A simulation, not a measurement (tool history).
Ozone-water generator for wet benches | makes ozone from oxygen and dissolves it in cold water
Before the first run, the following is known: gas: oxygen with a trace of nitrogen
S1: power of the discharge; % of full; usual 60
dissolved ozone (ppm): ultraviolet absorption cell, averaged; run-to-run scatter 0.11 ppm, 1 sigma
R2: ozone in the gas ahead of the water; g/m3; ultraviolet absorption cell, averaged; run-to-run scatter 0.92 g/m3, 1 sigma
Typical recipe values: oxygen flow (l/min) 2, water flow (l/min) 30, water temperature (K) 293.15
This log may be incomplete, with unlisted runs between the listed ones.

{"run": 1, "hour": 0.0, "S1": 60, "oxygen flow (l/min)": 2, "water flow (l/min)": 30, "water temperature (K)": 293.15, "dissolved ozone (ppm)": 7.1, "R2": 153.8}
{"run": 2, "hour": 163.7, "S1": 60, "oxygen flow (l/min)": 2, "water flow (l/min)": 30, "water temperature (K)": 293.15, "dissolved ozone (ppm)": 6.9, "R2": 155.2}
{"run": 3, "hour": 273.1, "S1": 60, "oxygen flow (l/min)": 2, "water flow (l/min)": 30, "water temperature (K)": 293.15, "dissolved ozone (ppm)": 6.9, "R2": 155.2}
{"run": 4, "hour": 397.9, "S1": 60, "oxygen flow (l/min)": 2, "water flow (l/min)": 33, "water temperature (K)": 293.15, "dissolved ozone (ppm)": 6.2, "R2": 154.8}
{"run": 5, "hour": 566.0, "S1": 60, "oxygen flow (l/min)": 2, "water flow (l/min)": 33, "water temperature (K)": 293.15, "dissolved ozone (ppm)": 6, "R2": 157}
{"run": 6, "hour": 757.6, "S1": 60, "oxygen flow (l/min)": 2, "water flow (l/min)": 30, "water temperature (K)": 293.15, "dissolved ozone (ppm)": 6.9, "R2": 155.1}
{"run": 7, "hour": 926.9, "S1": 60, "oxygen flow (l/min)": 2, "water flow (l/min)": 30, "water temperature (K)": 293.15, "dissolved ozone (ppm)": 6.9, "R2": 154.2}
{"run": 8, "hour": 1111.1, "S1": 60, "oxygen flow (l/min)": 2, "water flow (l/min)": 30, "water temperature (K)": 293.15, "dissolved ozone (ppm)": 6.9, "R2": 155}
{"run": 9, "hour": 1338.0, "S1": 60, "oxygen flow (l/min)": 2, "water flow (l/min)": 30, "water temperature (K)": 293.15, "dissolved ozone (ppm)": 6.8, "R2": 153.8}
{"run": 10, "hour": 1507.2, "S1": 60, "oxygen flow (l/min)": 2, "water flow (l/min)": 21, "water temperature (K)": 293.15, "dissolved ozone (ppm)": 9.8, "R2": 153.4}
{"run": 11, "hour": 1604.0, "S1": 60, "oxygen flow (l/min)": 2, "water flow (l/min)": 21, "water temperature (K)": 293.15, "dissolved ozone (ppm)": 9.9, "R2": 152.8}
{"run": 12, "hour": 1704.1, "S1": 60, "oxygen flow (l/min)": 2, "water flow (l/min)": 30, "water temperature (K)": 300.15, "dissolved ozone (ppm)": 6.8, "R2": 154.8}
{"run": 13, "hour": 1861.4, "S1": 60, "oxygen flow (l/min)": 3.38, "water flow (l/min)": 30, "water temperature (K)": 293.15, "dissolved ozone (ppm)": 7.5, "R2": 109}
{"run": 14, "hour": 2034.9, "S1": 60, "oxygen flow (l/min)": 2, "water flow (l/min)": 30, "water temperature (K)": 293.15, "dissolved ozone (ppm)": 6.9, "R2": 155}
{"run": 15, "hour": 2178.4, "S1": 60, "oxygen flow (l/min)": 2, "water flow (l/min)": 30, "water temperature (K)": 293.15, "dissolved ozone (ppm)": 6.8, "R2": 155.3}
{"hour": 2303.8, "done": "water thermometer calibrated"}
{"run": 16, "hour": 2394.1, "S1": 60, "oxygen flow (l/min)": 2, "water flow (l/min)": 30, "water temperature (K)": 293.15, "dissolved ozone (ppm)": 7, "R2": 153.2}
{"run": 17, "hour": 2601.0, "S1": 60, "oxygen flow (l/min)": 2, "water flow (l/min)": 30, "water temperature (K)": 293.15, "dissolved ozone (ppm)": 7, "R2": 155.3}
{"run": 18, "hour": 2794.8, "S1": 56, "oxygen flow (l/min)": 2.82, "water flow (l/min)": 34, "water temperature (K)": 298.15, "dissolved ozone (ppm)": 5.8, "R2": 115.9}
{"run": 19, "hour": 3016.7, "S1": 90, "oxygen flow (l/min)": 2.46, "water flow (l/min)": 21, "water temperature (K)": 293.15, "dissolved ozone (ppm)": 14.3, "R2": 194.2}
{"run": 20, "hour": 3147.1, "S1": 89, "oxygen flow (l/min)": 3.56, "water flow (l/min)": 30, "water temperature (K)": 293.15, "dissolved ozone (ppm)": 10.2, "R2": 149.9}
{"run": 21, "hour": 3364.7, "S1": 74, "oxygen flow (l/min)": 1.38, "water flow (l/min)": 30, "water temperature (K)": 293.15, "dissolved ozone (ppm)": 7.9, "R2": 238.1}
{"run": 22, "hour": 3580.8, "S1": 74, "oxygen flow (l/min)": 1.38, "water flow (l/min)": 30, "water temperature (K)": 293.15, "dissolved ozone (ppm)": 7.8, "R2": 235.6}
{"run": 23, "hour": 3683.6, "S1": 60, "oxygen flow (l/min)": 1.69, "water flow (l/min)": 30, "water temperature (K)": 293.15, "dissolved ozone (ppm)": 6.8, "R2": 174.2}
{"run": 24, "hour": 3811.1, "S1": 90, "oxygen flow (l/min)": 1.07, "water flow (l/min)": 30, "water temperature (K)": 298.15, "dissolved ozone (ppm)": 8.6, "R2": 332.5}
{"run": 25, "hour": 4036.0, "S1": 56, "oxygen flow (l/min)": 3.36, "water flow (l/min)": 25, "water temperature (K)": 298.15, "dissolved ozone (ppm)": 7.8, "R2": 103.6}
{"hour": 4060.6, "done": "contactor cleaned"}
{"run": 26, "hour": 4246.5, "S1": 88, "oxygen flow (l/min)": 2, "water flow (l/min)": 30, "water temperature (K)": 289.15, "dissolved ozone (ppm)": 9.9, "R2": 214.5}
{"run": 27, "hour": 4396.5, "S1": 88, "oxygen flow (l/min)": 2, "water flow (l/min)": 45, "water temperature (K)": 298.15, "dissolved ozone (ppm)": 6, "R2": 215}
{"run": 28, "hour": 4524.1, "S1": 42, "oxygen flow (l/min)": 2.65, "water flow (l/min)": 31, "water temperature (K)": 296.15, "dissolved ozone (ppm)": 5, "R2": 94}
{"run": 29, "hour": 4728.4, "S1": 60, "oxygen flow (l/min)": 2, "water flow (l/min)": 44, "water temperature (K)": 290.15, "dissolved ozone (ppm)": 4.6, "R2": 154}
{"run": 30, "hour": 4909.2, "S1": 60, "oxygen flow (l/min)": 2, "water flow (l/min)": 44, "water temperature (K)": 290.15, "dissolved ozone (ppm)": 4.5, "R2": 153.9}
{"run": 31, "hour": 5015.9, "S1": 60, "oxygen flow (l/min)": 2.81, "water flow (l/min)": 27, "water temperature (K)": 299.15, "dissolved ozone (ppm)": 7.5, "R2": 123.2}
{"run": 32, "hour": 5201.1, "S1": 71, "oxygen flow (l/min)": 1.66, "water flow (l/min)": 34, "water temperature (K)": 293.15, "dissolved ozone (ppm)": 6.8, "R2": 203.1}

Below are 4 alternative next runs, each starting from the tool's condition after run 32. Predict each:
{"run": "A", "hour": 5408.7, "S1": 71, "oxygen flow (l/min)": 1.66, "water flow (l/min)": 39, "water temperature (K)": 293.15, "dissolved ozone (ppm)": "?", "R2": "?"}
{"run": "B", "hour": 5408.7, "S1": 60, "oxygen flow (l/min)": 2, "water flow (l/min)": 39, "water temperature (K)": 295.15, "dissolved ozone (ppm)": "?", "R2": "?"}
{"run": "C", "hour": 5408.7, "S1": 71, "oxygen flow (l/min)": 3.05, "water flow (l/min)": 20, "water temperature (K)": 298.15, "dissolved ozone (ppm)": "?", "R2": "?"}
{"run": "D", "hour": 5408.7, "S1": 59, "oxygen flow (l/min)": 2.55, "water flow (l/min)": 30, "water temperature (K)": 293.15, "dissolved ozone (ppm)": "?", "R2": "?"}

run=A dissolved_ozone_(ppm)=5.7 R2=201
run=B dissolved_ozone_(ppm)=5.3 R2=154.5
run=C dissolved_ozone_(ppm)=11.4 R2=136.1
run=D dissolved_ozone_(ppm)=7.2 R2=131
Without the tool's unlogged condition, the same runs would have read:
run=A dissolved_ozone_(ppm)=5.7 R2=201.1
run=B dissolved_ozone_(ppm)=5.3 R2=154.6
run=C dissolved_ozone_(ppm)=11.4 R2=136.2
run=D dissolved_ozone_(ppm)=7.2 R2=131.1
